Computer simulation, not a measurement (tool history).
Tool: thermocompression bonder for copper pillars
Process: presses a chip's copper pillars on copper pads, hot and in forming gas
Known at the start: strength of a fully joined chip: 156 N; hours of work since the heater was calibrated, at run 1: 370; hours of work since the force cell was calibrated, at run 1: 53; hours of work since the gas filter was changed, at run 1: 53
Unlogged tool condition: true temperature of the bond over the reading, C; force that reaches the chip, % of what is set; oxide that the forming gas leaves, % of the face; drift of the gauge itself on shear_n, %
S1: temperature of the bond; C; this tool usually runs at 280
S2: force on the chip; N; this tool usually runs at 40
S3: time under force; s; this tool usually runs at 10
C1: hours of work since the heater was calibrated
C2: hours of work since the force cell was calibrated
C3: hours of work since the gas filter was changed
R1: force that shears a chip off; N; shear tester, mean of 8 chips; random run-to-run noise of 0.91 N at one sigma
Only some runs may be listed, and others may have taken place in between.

run	day	S1	S2	S3	C1	C2	C3	R1
1	0	280	40	10	370	53	53	100.2
2	0.808	280	40	10	378	61	61	97.3
3	2.146	256	40	10	391	75	75	77.2
4	3.325	256	40	10	403	87	87	77
5	4.767	280	40	16	418	101	101	109
6	6.512	280	40	16	436	119	119	106.3
7	7.362	280	40	16	444	128	128	104.9
8	8.783	280	40	16	459	142	142	103.8
9	10.471	280	40	10	476	159	159	90.9
# day 11.2: forming gas filter changed
10	12.225	280	40	10	493	177	10	101.7
11	13.854	280	40	10	510	193	27	102.2
12	15.488	280	40	10	526	210	43	98.3
13	16.754	280	40	10	539	222	56	99.9
14	18.317	280	40	10	555	238	72	97.2
15	19.529	280	40	10	567	250	84	97
16	20.929	280	33	11	581	265	98	86.8
17	22.158	280	33	11	594	277	111	86.7
18	23.317	280	33	11	605	289	123	85.5
19	24.429	310	59	19	617	300	134	137.7
20	25.504	275	59	25	627	311	145	130.6
21	27.288	275	59	25	645	329	163	129.9
# day 27.688: forming gas filter changed
22	28.817	280	48	10	661	344	11	114.9
23	29.788	279	48	10	671	354	21	114.3
24	30.921	251	36	10	682	365	33	72.2
25	32.2	251	36	9	695	378	46	68.5
26	33.4	305	27	26	707	390	58	115.7
27	34.979	305	27	26	723	406	74	116.1
28	36.458	305	27	26	738	421	89	114.9
29	37.317	305	40	10	747	430	97	114.9

What if the next run were any one of these 5? Each begins from the tool's condition after run 29:
A	38.138	305	30	16	755	438	106	?
B	38.138	276	43	10	755	438	106	?
C	38.138	257	45	20	755	438	106	?
D	38.138	306	32	21	755	438	106	?
E	38.138	280	41	5	755	438	106	?

run	R1
A	109.1
B	98.2
C	105.9
D	118.8
E	80.2
Without the tool's unlogged condition, the same runs would have read:
run	R1
A	112.9
B	100.9
C	109.1
D	123.8
E	81.5
